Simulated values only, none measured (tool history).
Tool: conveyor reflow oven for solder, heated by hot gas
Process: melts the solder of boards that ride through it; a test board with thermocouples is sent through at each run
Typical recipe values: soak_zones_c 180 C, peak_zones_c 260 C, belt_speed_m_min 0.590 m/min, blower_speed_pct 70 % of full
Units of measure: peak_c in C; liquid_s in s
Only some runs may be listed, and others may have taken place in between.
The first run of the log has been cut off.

run 2 hour=6.7 | soak_zones_c=180 peak_zones_c=260 belt_speed_m_min=0.590 blower_speed_pct=70 | peak_c=246.6 liquid_s=44.7
run 3 hour=11.2 | soak_zones_c=180 peak_zones_c=260 belt_speed_m_min=0.590 blower_speed_pct=70 | peak_c=246.5 liquid_s=44.5
run 4 hour=17.7 | soak_zones_c=180 peak_zones_c=260 belt_speed_m_min=0.590 blower_speed_pct=70 | peak_c=246.5 liquid_s=44.7
run 5 hour=24.5 | soak_zones_c=180 peak_zones_c=260 belt_speed_m_min=0.590 blower_speed_pct=70 | peak_c=246.5 liquid_s=44.5
run 6 hour=31.1 | soak_zones_c=180 peak_zones_c=260 belt_speed_m_min=0.590 blower_speed_pct=66 | peak_c=246.1 liquid_s=44.0
-- hour=42.3 flux residue cleaned out of gas plates and filters
run 7 hour=44.1 | soak_zones_c=180 peak_zones_c=260 belt_speed_m_min=0.590 blower_speed_pct=66 | peak_c=247.1 liquid_s=44.8
run 8 hour=53.2 | soak_zones_c=180 peak_zones_c=260 belt_speed_m_min=0.590 blower_speed_pct=66 | peak_c=246.9 liquid_s=45.0
run 9 hour=60.0 | soak_zones_c=180 peak_zones_c=260 belt_speed_m_min=0.590 blower_speed_pct=66 | peak_c=246.9 liquid_s=44.9
run 10 hour=68.2 | soak_zones_c=180 peak_zones_c=260 belt_speed_m_min=0.571 blower_speed_pct=70 | peak_c=248.0 liquid_s=47.8
run 11 hour=74.0 | soak_zones_c=180 peak_zones_c=260 belt_speed_m_min=0.571 blower_speed_pct=70 | peak_c=248.3 liquid_s=48.0
run 12 hour=79.8 | soak_zones_c=180 peak_zones_c=260 belt_speed_m_min=0.571 blower_speed_pct=70 | peak_c=248.3 liquid_s=47.9
run 13 hour=88.3 | soak_zones_c=180 peak_zones_c=253 belt_speed_m_min=0.590 blower_speed_pct=70 | peak_c=240.7 liquid_s=41.2
run 14 hour=92.9 | soak_zones_c=180 peak_zones_c=253 belt_speed_m_min=0.590 blower_speed_pct=70 | peak_c=241.1 liquid_s=41.2
run 15 hour=101.1 | soak_zones_c=180 peak_zones_c=253 belt_speed_m_min=0.590 blower_speed_pct=70 | peak_c=241.0 liquid_s=40.9
run 16 hour=108.1 | soak_zones_c=180 peak_zones_c=260 belt_speed_m_min=0.590 blower_speed_pct=64 | peak_c=246.0 liquid_s=44.1
run 17 hour=116.5 | soak_zones_c=180 peak_zones_c=260 belt_speed_m_min=0.590 blower_speed_pct=64 | peak_c=246.0 liquid_s=44.3
run 18 hour=121.0 | soak_zones_c=180 peak_zones_c=260 belt_speed_m_min=0.590 blower_speed_pct=64 | peak_c=246.0 liquid_s=44.4
run 19 hour=126.4 | soak_zones_c=180 peak_zones_c=260 belt_speed_m_min=0.590 blower_speed_pct=63 | peak_c=246.2 liquid_s=44.2
run 20 hour=133.9 | soak_zones_c=180 peak_zones_c=260 belt_speed_m_min=0.590 blower_speed_pct=63 | peak_c=246.0 liquid_s=44.4
run 21 hour=143.2 | soak_zones_c=195 peak_zones_c=260 belt_speed_m_min=0.529 blower_speed_pct=63 | peak_c=250.7 liquid_s=59.4
run 22 hour=149.1 | soak_zones_c=195 peak_zones_c=260 belt_speed_m_min=0.529 blower_speed_pct=63 | peak_c=250.5 liquid_s=59.1
run 23 hour=155.8 | soak_zones_c=180 peak_zones_c=260 belt_speed_m_min=0.590 blower_speed_pct=60 | peak_c=245.0 liquid_s=43.4

Run 24 is up next; what results do you expect?
run 24 hour=160.5 | soak_zones_c=189 peak_zones_c=260 belt_speed_m_min=0.590 blower_speed_pct=70 | peak_c=? liquid_s=?

{"run 24": {"peak_c": 247.9, "liquid_s": 49.3}}
Without the tool's hidden state the same run would have given peak_c 249.8 C, liquid_s 50.3 s.

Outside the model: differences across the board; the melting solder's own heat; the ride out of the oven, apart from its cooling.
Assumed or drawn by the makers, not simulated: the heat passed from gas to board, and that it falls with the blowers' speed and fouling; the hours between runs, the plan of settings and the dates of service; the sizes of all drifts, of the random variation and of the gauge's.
